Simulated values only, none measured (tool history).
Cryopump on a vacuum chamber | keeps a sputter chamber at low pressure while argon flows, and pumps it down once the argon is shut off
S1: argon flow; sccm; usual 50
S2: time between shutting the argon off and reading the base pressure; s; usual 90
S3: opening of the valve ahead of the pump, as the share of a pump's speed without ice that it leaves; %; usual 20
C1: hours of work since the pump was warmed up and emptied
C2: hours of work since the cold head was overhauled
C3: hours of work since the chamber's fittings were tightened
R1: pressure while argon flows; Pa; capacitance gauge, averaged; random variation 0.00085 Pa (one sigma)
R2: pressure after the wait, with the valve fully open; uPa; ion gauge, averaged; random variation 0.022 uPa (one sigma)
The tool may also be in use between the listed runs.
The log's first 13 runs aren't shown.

run,hour,S1,S2,S3,C1,C2,C3,R1,R2
14,213.4,49,26,20,333,333,1368,0.1792,2.03
15,237.3,22,90,20,346,346,1381,0.0798,0.97
16,255.9,22,90,20,356,356,1391,0.0802,0.99
17,276.4,22,90,20,368,368,1403,0.0797,1.00
18,292.1,22,90,20,377,377,1411,0.0795,0.97
19,314.2,22,90,20,389,389,1424,0.0806,1.00
20,334.5,25,26,48,400,400,1435,0.0417,1.97
21,357.7,25,26,48,413,413,1448,0.0423,2.03
# hour 366.7: pump warmed up, emptied and cooled again
22,381.8,36,170,20,8,424,1459,0.1241,0.65
23,395.1,44,258,32,16,431,1466,0.0948,0.57
24,414.9,50,106,56,27,442,1477,0.0632,0.79
25,428.7,39,29,51,35,450,1485,0.0536,1.78
26,449.4,50,20,29,46,461,1496,0.1211,2.35
27,470.6,68,90,20,58,473,1508,0.2361,0.93
28,482.7,75,39,20,65,480,1515,0.2614,1.51
29,495.8,75,39,20,72,487,1522,0.2626,1.49
30,511.2,75,48,29,80,496,1531,0.1816,1.28
31,522.3,50,248,15,87,502,1537,0.2295,0.63
32,537.8,50,248,15,95,511,1546,0.2321,0.65
33,548.1,50,248,15,101,516,1551,0.2332,0.60
34,562.1,37,248,38,109,524,1559,0.0690,0.65

Forecast each of these 4 alternatives for the next run:
A,578.2,67,248,26,118,533,1568,?,?
B,578.2,40,134,18,118,533,1568,?,?
C,578.2,23,55,24,118,533,1568,?,?
D,578.2,37,234,38,118,533,1568,?,?

run,R1,R2
A,0.1810,0.67
B,0.1558,0.78
C,0.0677,1.18
D,0.0685,0.70
Without the tool's hidden state the same runs would have given:
run,R1,R2
A,0.1770,0.28
B,0.1534,0.40
C,0.0663,0.81
D,0.0663,0.32
